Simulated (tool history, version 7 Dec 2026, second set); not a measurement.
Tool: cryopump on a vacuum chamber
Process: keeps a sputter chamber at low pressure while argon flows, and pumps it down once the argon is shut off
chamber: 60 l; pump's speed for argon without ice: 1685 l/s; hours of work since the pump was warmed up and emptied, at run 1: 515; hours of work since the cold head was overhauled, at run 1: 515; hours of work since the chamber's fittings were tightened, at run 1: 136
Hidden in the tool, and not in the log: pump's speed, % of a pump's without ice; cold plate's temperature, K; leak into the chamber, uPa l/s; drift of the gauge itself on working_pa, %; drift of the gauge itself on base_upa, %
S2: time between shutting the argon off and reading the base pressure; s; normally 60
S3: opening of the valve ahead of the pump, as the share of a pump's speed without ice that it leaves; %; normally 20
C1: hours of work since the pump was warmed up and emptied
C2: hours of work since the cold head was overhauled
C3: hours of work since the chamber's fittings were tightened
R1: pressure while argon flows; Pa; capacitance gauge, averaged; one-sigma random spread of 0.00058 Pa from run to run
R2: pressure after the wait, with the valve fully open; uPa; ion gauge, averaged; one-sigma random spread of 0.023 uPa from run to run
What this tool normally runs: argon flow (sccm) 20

{"run": 1, "hour": 0.0, "argon flow (sccm)": 20, "S2": 60, "S3": 20, "C1": 515, "C2": 515, "C3": 136, "R1": 0.1021, "R2": 0.97}
{"run": 2, "hour": 17.1, "argon flow (sccm)": 20, "S2": 81, "S3": 20, "C1": 529, "C2": 529, "C3": 150, "R1": 0.1029, "R2": 0.81}
{"run": 3, "hour": 41.6, "argon flow (sccm)": 20, "S2": 99, "S3": 20, "C1": 548, "C2": 548, "C3": 169, "R1": 0.101, "R2": 0.73}
{"run": 4, "hour": 63.5, "argon flow (sccm)": 20, "S2": 60, "S3": 20, "C1": 566, "C2": 566, "C3": 187, "R1": 0.1026, "R2": 0.97}
{"run": 5, "hour": 84.1, "argon flow (sccm)": 10, "S2": 60, "S3": 20, "C1": 582, "C2": 582, "C3": 203, "R1": 0.051, "R2": 1.03}
{"run": 6, "hour": 105.6, "argon flow (sccm)": 10, "S2": 60, "S3": 20, "C1": 599, "C2": 599, "C3": 220, "R1": 0.0521, "R2": 1.07}
{"run": 7, "hour": 121.1, "argon flow (sccm)": 10, "S2": 60, "S3": 20, "C1": 612, "C2": 612, "C3": 233, "R1": 0.0511, "R2": 1.08}
{"run": 8, "hour": 139.7, "argon flow (sccm)": 20, "S2": 60, "S3": 49, "C1": 627, "C2": 627, "C3": 248, "R1": 0.0436, "R2": 1.06}
{"run": 9, "hour": 162.7, "argon flow (sccm)": 20, "S2": 60, "S3": 20, "C1": 645, "C2": 645, "C3": 266, "R1": 0.1018, "R2": 1.08}
{"run": 10, "hour": 179.7, "argon flow (sccm)": 20, "S2": 60, "S3": 20, "C1": 658, "C2": 658, "C3": 279, "R1": 0.1014, "R2": 1.09}
{"run": 11, "hour": 196.0, "argon flow (sccm)": 20, "S2": 34, "S3": 20, "C1": 671, "C2": 671, "C3": 292, "R1": 0.1027, "R2": 1.55}
{"run": 12, "hour": 218.3, "argon flow (sccm)": 20, "S2": 34, "S3": 20, "C1": 689, "C2": 689, "C3": 310, "R1": 0.1015, "R2": 1.58}
{"run": 13, "hour": 239.3, "argon flow (sccm)": 20, "S2": 34, "S3": 20, "C1": 706, "C2": 706, "C3": 327, "R1": 0.1018, "R2": 1.64}
{"run": 14, "hour": 261.7, "argon flow (sccm)": 20, "S2": 60, "S3": 22, "C1": 724, "C2": 724, "C3": 345, "R1": 0.0942, "R2": 1.16}
{"run": 15, "hour": 276.2, "argon flow (sccm)": 20, "S2": 60, "S3": 20, "C1": 735, "C2": 735, "C3": 356, "R1": 0.1024, "R2": 1.17}
{"run": 16, "hour": 291.2, "argon flow (sccm)": 20, "S2": 60, "S3": 20, "C1": 747, "C2": 747, "C3": 368, "R1": 0.1023, "R2": 1.2}
{"run": 17, "hour": 314.1, "argon flow (sccm)": 20, "S2": 60, "S3": 20, "C1": 766, "C2": 766, "C3": 387, "R1": 0.1021, "R2": 1.21}
{"run": 18, "hour": 338.7, "argon flow (sccm)": 20, "S2": 60, "S3": 20, "C1": 785, "C2": 785, "C3": 406, "R1": 0.1015, "R2": 1.22}
{"run": 19, "hour": 355.0, "argon flow (sccm)": 20, "S2": 60, "S3": 20, "C1": 798, "C2": 798, "C3": 419, "R1": 0.1028, "R2": 1.25}
{"run": 20, "hour": 375.9, "argon flow (sccm)": 20, "S2": 60, "S3": 20, "C1": 815, "C2": 815, "C3": 436, "R1": 0.1018, "R2": 1.24}
{"run": 21, "hour": 386.8, "argon flow (sccm)": 20, "S2": 60, "S3": 20, "C1": 823, "C2": 823, "C3": 444, "R1": 0.1017, "R2": 1.26}
{"run": 22, "hour": 399.0, "argon flow (sccm)": 11, "S2": 21, "S3": 20, "C1": 833, "C2": 833, "C3": 454, "R1": 0.0567, "R2": 2.31}
{"run": 23, "hour": 412.9, "argon flow (sccm)": 9, "S2": 78, "S3": 42, "C1": 844, "C2": 844, "C3": 465, "R1": 0.0222, "R2": 1.19}
{"run": 24, "hour": 431.7, "argon flow (sccm)": 9, "S2": 78, "S3": 42, "C1": 859, "C2": 859, "C3": 480, "R1": 0.0222, "R2": 1.17}
{"run": 25, "hour": 451.7, "argon flow (sccm)": 32, "S2": 170, "S3": 59, "C1": 875, "C2": 875, "C3": 496, "R1": 0.0586, "R2": 0.92}

Run 26 is up next; what results do you expect?
{"run": 26, "hour": 465.0, "argon flow (sccm)": 32, "S2": 170, "S3": 59, "C1": 886, "C2": 886, "C3": 507, "R1": "?", "R2": "?"}

Run 26 produced R1 0.0588 Pa, R2 0.98 uPa.
Without the tool's hidden state the same run would have given R1 0.0549 Pa, R2 0.37 uPa.
